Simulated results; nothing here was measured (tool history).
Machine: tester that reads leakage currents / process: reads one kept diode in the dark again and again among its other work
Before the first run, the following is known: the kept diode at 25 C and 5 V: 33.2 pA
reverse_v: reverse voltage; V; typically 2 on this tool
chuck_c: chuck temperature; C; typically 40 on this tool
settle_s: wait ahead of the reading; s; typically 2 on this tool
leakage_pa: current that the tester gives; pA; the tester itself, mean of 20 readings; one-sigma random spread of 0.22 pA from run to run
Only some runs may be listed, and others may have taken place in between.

run    hour  reverse_v  chuck_c  settle_s  leakage_pa
  1       0          2       40         2       75.11
  2   197.3          2       40         2       74.56
  3   390.6          2       40         2       74.38
  4   591.4          2       40         2       74.16
      626.2  -- probe card cleaned and baked
  5   703.5          2       40         2       68.52
  6   887.7          2       40         2       68.45
     1081.1  -- chuck's temperature calibrated
  7  1081.1          2       40         2       74.96
  8    1196          2       37         2       59.92
  9  1368.6       3.68       40         2       97.96
 10  1473.4       3.68       40         2          98
 11    1667          2       36         2       55.41
 12    1835          2       20      0.46       17.45
 13  1964.9          2       32         2       41.27
 14  2071.7       1.49       47      0.41      106.43
 15  2234.7      10.78       20      3.34          45
 16  2407.9          2       23      7.33       21.18
 17  2566.4          2       23      7.33       21.46

Each row is a separate what-if for the run after 17, all from the same tool condition, not one after another. Results?
  A  2708.6       1.22       28      0.45           ?
  B  2708.6          2       40      1.98           ?
  C  2708.6          2       23      5.68           ?
  D  2708.6       5.84       51      5.88           ?

run  leakage_pa
  A        24.5
  B       72.93
  C       21.47
  D       254.6
Had the tool no hidden state, the same runs would have come out as:
run  leakage_pa
  A        23.6
  B       73.02
  C       19.01
  D      255.97

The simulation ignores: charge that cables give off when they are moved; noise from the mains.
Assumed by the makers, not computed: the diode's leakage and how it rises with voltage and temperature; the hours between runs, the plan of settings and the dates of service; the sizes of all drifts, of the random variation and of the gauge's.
